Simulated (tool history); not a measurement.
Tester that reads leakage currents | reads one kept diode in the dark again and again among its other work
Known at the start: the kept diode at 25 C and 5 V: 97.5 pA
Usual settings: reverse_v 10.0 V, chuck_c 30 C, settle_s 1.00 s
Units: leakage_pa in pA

| run | hour | reverse_v | chuck_c | settle_s | leakage_pa |
|---|---|---|---|---|---|
| 1 | 0.0 | 10.0 | 30 | 1.00 | 206.51 |
| 2 | 142.6 | 10.0 | 30 | 1.00 | 206.30 |
| 3 | 298.5 | 10.0 | 30 | 1.00 | 206.03 |
| 4 | 430.4 | 10.0 | 30 | 1.00 | 207.10 |
| 5 | 544.0 | 2.0 | 30 | 1.00 | 88.37 |
| 6 | 651.3 | 2.0 | 30 | 1.00 | 87.80 |
| 7 | 735.7 | 2.0 | 30 | 1.00 | 87.47 |
| 8 | 833.3 | 2.0 | 30 | 5.27 | 87.49 |
|  | 943.4 | probe card cleaned and baked |
| 9 | 957.2 | 4.8 | 30 | 5.27 | 138.00 |
| 10 | 1054.1 | 4.8 | 35 | 5.27 | 198.09 |
| 11 | 1203.0 | 10.0 | 30 | 1.00 | 205.12 |
| 12 | 1286.1 | 10.0 | 30 | 1.00 | 206.26 |
| 13 | 1398.6 | 10.0 | 30 | 1.00 | 205.38 |
| 14 | 1500.6 | 10.0 | 30 | 1.00 | 206.97 |
| 15 | 1574.2 | 10.0 | 30 | 3.14 | 204.71 |
| 16 | 1727.3 | 1.0 | 38 | 1.00 | 107.50 |
| 17 | 1815.1 | 1.0 | 38 | 1.00 | 106.87 |
|  | 1952.4 | chuck's temperature calibrated |
| 18 | 1962.7 | 10.0 | 48 | 6.43 | 701.14 |
| 19 | 2030.5 | 19.2 | 30 | 8.80 | 286.55 |
| 20 | 2169.7 | 19.2 | 44 | 2.70 | 759.71 |
| 21 | 2308.4 | 19.2 | 44 | 2.70 | 759.83 |
| 22 | 2417.9 | 5.3 | 42 | 2.70 | 335.29 |
| 23 | 2531.2 | 8.3 | 59 | 5.76 | 1265.91 |

4 ways to go on from here, each from the tool as it stands after run 23. What would each give?
| A | 2681.6 | 4.5 | 30 | 1.00 | ? |
| B | 2681.6 | 1.3 | 24 | 5.76 | ? |
| C | 2681.6 | 4.0 | 30 | 9.65 | ? |
| D | 2681.6 | 10.0 | 50 | 1.84 | ? |

| run | leakage_pa |
|---|---|
| A | 135.50 |
| B | 44.54 |
| C | 126.31 |
| D | 797.16 |
Without the tool's hidden state the same runs would have given:
| run | leakage_pa |
|---|---|
| A | 135.59 |
| B | 44.57 |
| C | 126.40 |
| D | 797.79 |
